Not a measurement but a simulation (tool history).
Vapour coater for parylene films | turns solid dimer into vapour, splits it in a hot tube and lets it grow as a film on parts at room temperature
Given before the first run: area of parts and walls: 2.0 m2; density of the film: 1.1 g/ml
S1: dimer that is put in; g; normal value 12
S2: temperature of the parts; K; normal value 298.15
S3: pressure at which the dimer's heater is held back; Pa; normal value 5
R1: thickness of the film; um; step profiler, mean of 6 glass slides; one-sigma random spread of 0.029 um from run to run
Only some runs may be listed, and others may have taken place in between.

Run 1, day 0: usual settings. Result: R1 2.45 um.
Run 2, day 2.475: usual settings. Result: R1 2.41 um.
Run 3, day 5.842: usual settings. Result: R1 2.33 um.
At day 6.554: trap's valve overhauled.
Run 4, day 8.525: usual settings. Result: R1 2.59 um.
Run 5, day 10.721: usual settings. Result: R1 2.55 um.
Run 6, day 12.708: usual settings. Result: R1 2.5 um.
Run 7, day 14.25: usual settings but S2 306.15 K. Result: R1 1.8 um.
Run 8, day 16.542: usual settings but S1 10 g, S2 293.15 K, S3 10.12 Pa. Result: R1 2.11 um.
Run 9, day 18.254: usual settings but S1 10 g, S2 291.15 K, S3 10.12 Pa. Result: R1 2.26 um.
Run 10, day 20.483: usual settings but S1 10 g, S2 291.15 K, S3 10.12 Pa. Result: R1 2.24 um.

Below are 5 alternative next runs, each starting from the tool's condition after run 10. Predict each:
Run A, day 22.254: usual settings but S1 10 g, S2 301.15 K, S3 3.54 Pa. Result: R1 ?.
Run B, day 22.254: usual settings but S1 13 g, S2 292.15 K, S3 5.06 Pa. Result: R1 ?.
Run C, day 22.254: usual settings but S1 13 g, S2 302.15 K, S3 7.82 Pa. Result: R1 ?.
Run D, day 22.254: usual settings but S1 8 g, S2 292.15 K. Result: R1 ?.
Run E, day 22.254: usual settings but S1 17 g, S2 299.15 K, S3 3.21 Pa. Result: R1 ?.

run    R1
  A  1.92
  B  3.11
  C  1.95
  D  1.91
  E  3.49
Without the tool's unlogged condition, the same runs would have read:
run    R1
  A  2.23
  B  3.61
  C  2.27
  D  2.22
  E  4.06
